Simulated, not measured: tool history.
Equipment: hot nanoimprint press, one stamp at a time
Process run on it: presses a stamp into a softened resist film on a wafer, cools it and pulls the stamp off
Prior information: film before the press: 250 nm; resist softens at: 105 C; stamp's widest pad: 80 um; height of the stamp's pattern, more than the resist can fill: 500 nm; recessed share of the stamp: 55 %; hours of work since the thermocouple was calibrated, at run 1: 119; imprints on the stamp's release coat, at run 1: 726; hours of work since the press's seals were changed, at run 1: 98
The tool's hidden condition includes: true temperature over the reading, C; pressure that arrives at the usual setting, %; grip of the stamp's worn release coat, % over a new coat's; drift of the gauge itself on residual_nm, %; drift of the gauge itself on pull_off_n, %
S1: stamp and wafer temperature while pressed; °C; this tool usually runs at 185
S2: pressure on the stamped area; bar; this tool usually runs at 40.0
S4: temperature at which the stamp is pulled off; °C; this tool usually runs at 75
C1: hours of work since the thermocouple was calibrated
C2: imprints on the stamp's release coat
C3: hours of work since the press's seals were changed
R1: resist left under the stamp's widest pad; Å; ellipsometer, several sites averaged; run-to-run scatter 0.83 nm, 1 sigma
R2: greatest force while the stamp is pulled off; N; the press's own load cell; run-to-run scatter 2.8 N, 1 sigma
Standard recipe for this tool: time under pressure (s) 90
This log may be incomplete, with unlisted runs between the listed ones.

run 1 hour=0.0 | S1=185 S2=40.0 time_under_pressure_(s)=90 S4=75 | C1=119 C2=726 C3=98 | R1=1121 R2=157
run 2 hour=20.1 | S1=185 S2=40.0 time_under_pressure_(s)=90 S4=75 | C1=131 C2=816 C3=110 | R1=1119 R2=160
run 3 hour=32.8 | S1=185 S2=40.0 time_under_pressure_(s)=72 S4=75 | C1=139 C2=873 C3=118 | R1=1221 R2=154
run 4 hour=56.5 | S1=185 S2=40.0 time_under_pressure_(s)=56 S4=75 | C1=154 C2=980 C3=133 | R1=1323 R2=164
run 5 hour=71.4 | S1=185 S2=40.0 time_under_pressure_(s)=90 S4=75 | C1=163 C2=1047 C3=142 | R1=1131 R2=171
run 6 hour=95.5 | S1=183 S2=40.0 time_under_pressure_(s)=90 S4=75 | C1=177 C2=1155 C3=156 | R1=1185 R2=172
run 7 hour=110.7 | S1=178 S2=40.0 time_under_pressure_(s)=90 S4=75 | C1=187 C2=1223 C3=165 | R1=1340 R2=175
run 8 hour=138.0 | S1=178 S2=40.0 time_under_pressure_(s)=90 S4=75 | C1=203 C2=1346 C3=182 | R1=1345 R2=179
run 9 hour=162.1 | S1=178 S2=40.0 time_under_pressure_(s)=90 S4=75 | C1=218 C2=1454 C3=197 | R1=1351 R2=188
run 10 hour=179.9 | S1=178 S2=40.0 time_under_pressure_(s)=90 S4=75 | C1=229 C2=1534 C3=208 | R1=1369 R2=186
-- hour=184.4 plate thermocouple calibrated
run 11 hour=203.2 | S1=178 S2=40.0 time_under_pressure_(s)=90 S4=75 | C1=11 C2=1626 C3=220 | R1=1364 R2=190
run 12 hour=218.9 | S1=178 S2=40.0 time_under_pressure_(s)=66 S4=75 | C1=21 C2=1696 C3=229 | R1=1489 R2=193
run 13 hour=244.3 | S1=180 S2=46.3 time_under_pressure_(s)=75 S4=66 | C1=36 C2=1810 C3=245 | R1=1277 R2=235
run 14 hour=269.6 | S1=180 S2=46.3 time_under_pressure_(s)=75 S4=66 | C1=52 C2=1924 C3=260 | R1=1301 R2=247
run 15 hour=296.8 | S1=197 S2=60.1 time_under_pressure_(s)=52 S4=64 | C1=68 C2=2046 C3=277 | R1=848 R2=260
run 16 hour=319.8 | S1=194 S2=24.5 time_under_pressure_(s)=90 S4=64 | C1=82 C2=2149 C3=291 | R1=1177 R2=266
-- hour=333.1 plate thermocouple calibrated, once more
-- hour=339.1 stamp cleaned and given a new release coat
run 17 hour=351.5 | S1=194 S2=24.5 time_under_pressure_(s)=90 S4=64 | C1=8 C2=56 C3=305 | R1=1141 R2=163
run 18 hour=363.7 | S1=188 S2=40.0 time_under_pressure_(s)=58 S4=80 | C1=15 C2=110 C3=312 | R1=1207 R2=121
run 19 hour=375.9 | S1=193 S2=36.1 time_under_pressure_(s)=95 S4=67 | C1=22 C2=165 C3=319 | R1=952 R2=157
run 20 hour=403.3 | S1=182 S2=24.2 time_under_pressure_(s)=90 S4=75 | C1=39 C2=288 C3=336 | R1=1496 R2=146
run 21 hour=417.3 | S1=182 S2=24.2 time_under_pressure_(s)=90 S4=75 | C1=48 C2=351 C3=345 | R1=1524 R2=144
run 22 hour=432.3 | S1=182 S2=24.2 time_under_pressure_(s)=90 S4=75 | C1=57 C2=418 C3=354 | R1=1520 R2=146

Branching from run 22: 3 alternative next runs. What would each branch give?
run A hour=445.5 | S1=183 S2=35.7 time_under_pressure_(s)=90 S4=75 | C1=65 C2=478 C3=362 | R1=? R2=?
run B hour=445.5 | S1=185 S2=40.0 time_under_pressure_(s)=52 S4=75 | C1=65 C2=478 C3=362 | R1=? R2=?
run C hour=445.5 | S1=185 S2=49.6 time_under_pressure_(s)=90 S4=68 | C1=65 C2=478 C3=362 | R1=? R2=?

run=A R1=1256 R2=147
run=B R1=1373 R2=146
run=C R1=1019 R2=172
Take away the tool's hidden state, keep each run's random variation, and the runs would have read:
run=A R1=1240 R2=130
run=B R1=1356 R2=129
run=C R1=1003 R2=152

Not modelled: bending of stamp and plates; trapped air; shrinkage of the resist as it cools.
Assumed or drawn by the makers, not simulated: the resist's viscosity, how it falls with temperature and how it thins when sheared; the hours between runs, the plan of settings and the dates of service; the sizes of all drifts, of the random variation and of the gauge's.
